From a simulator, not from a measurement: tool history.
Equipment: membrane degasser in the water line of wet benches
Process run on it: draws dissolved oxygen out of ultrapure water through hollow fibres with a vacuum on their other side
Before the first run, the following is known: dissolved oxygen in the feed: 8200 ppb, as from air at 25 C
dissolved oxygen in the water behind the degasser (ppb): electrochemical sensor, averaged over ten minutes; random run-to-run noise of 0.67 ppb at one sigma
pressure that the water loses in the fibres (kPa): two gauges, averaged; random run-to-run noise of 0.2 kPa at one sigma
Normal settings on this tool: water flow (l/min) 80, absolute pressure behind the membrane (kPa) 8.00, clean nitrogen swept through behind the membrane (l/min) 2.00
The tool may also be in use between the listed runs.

run,hour,water flow (l/min),absolute pressure behind the membrane (kPa),clean nitrogen swept through behind the membrane (l/min),dissolved oxygen in the water behind the degasser (ppb),pressure that the water loses in the fibres (kPa)
1,0.0,80,8.00,2.00,372.5,42.46
2,131.5,80,8.00,2.00,373.9,42.93
3,217.1,80,8.00,2.00,373.2,42.45
4,353.0,80,8.00,2.16,351.9,42.79
5,421.9,80,8.00,2.16,351.4,42.78
# hour 471.0: vacuum gauge calibrated
6,492.9,80,8.00,2.16,350.3,42.47
7,605.8,80,8.00,2.16,350.0,42.52
8,733.9,59,8.00,2.00,291.7,31.64
9,827.8,59,8.00,1.85,311.2,31.29
10,926.2,59,4.85,1.85,109.8,31.37
11,1079.7,59,4.85,1.85,109.8,31.58
12,1191.6,59,4.85,1.85,110.0,31.38
13,1357.3,59,4.85,1.85,109.8,31.34
14,1455.9,80,8.00,2.00,374.5,42.37
15,1595.3,80,8.00,2.00,375.7,42.56
16,1682.1,80,8.00,2.83,284.4,42.47
17,1813.2,80,8.00,2.83,284.5,42.48
18,1898.7,70,17.76,4.87,462.3,37.25
19,2022.7,69,17.76,4.87,457.4,36.81
20,2090.9,69,17.76,4.87,456.1,36.73
21,2162.4,103,8.46,1.12,733.4,54.55
# hour 2243.1: seals of the vacuum lines changed
22,2269.4,79,8.46,1.12,619.4,42.12
23,2355.8,80,7.03,1.25,427.2,42.43
24,2490.6,80,7.03,1.25,426.8,42.81
25,2581.3,74,9.25,1.26,624.1,39.26
26,2736.7,114,15.88,0.87,1975.4,60.75
27,2808.9,114,15.88,0.87,1982.4,60.89
28,2883.8,101,12.59,2.00,845.9,53.80
29,3031.7,78,8.00,2.00,370.4,41.53
30,3112.0,80,10.70,1.35,766.9,43.03
31,3271.2,72,10.70,1.75,591.6,38.14
32,3424.6,80,14.96,2.00,878.4,42.71

Alternative continuations, all from the tool just after run 32; predict every row:
A,3505.3,80,10.22,2.10,?,?
B,3505.3,80,14.96,2.16,?,?
C,3505.3,80,17.46,3.31,?,?
D,3505.3,111,19.13,2.82,?,?

run,dissolved oxygen in the water behind the degasser (ppb),pressure that the water loses in the fibres (kPa)
A,522.1,42.54
B,829.0,42.54
C,709.6,42.41
D,1142.7,59.18
Stripped of hidden state, with their random variation kept, the same runs would have yielded:
run,dissolved oxygen in the water behind the degasser (ppb),pressure that the water loses in the fibres (kPa)
A,514.0,42.52
B,816.2,42.52
C,698.7,42.39
D,1124.9,59.15
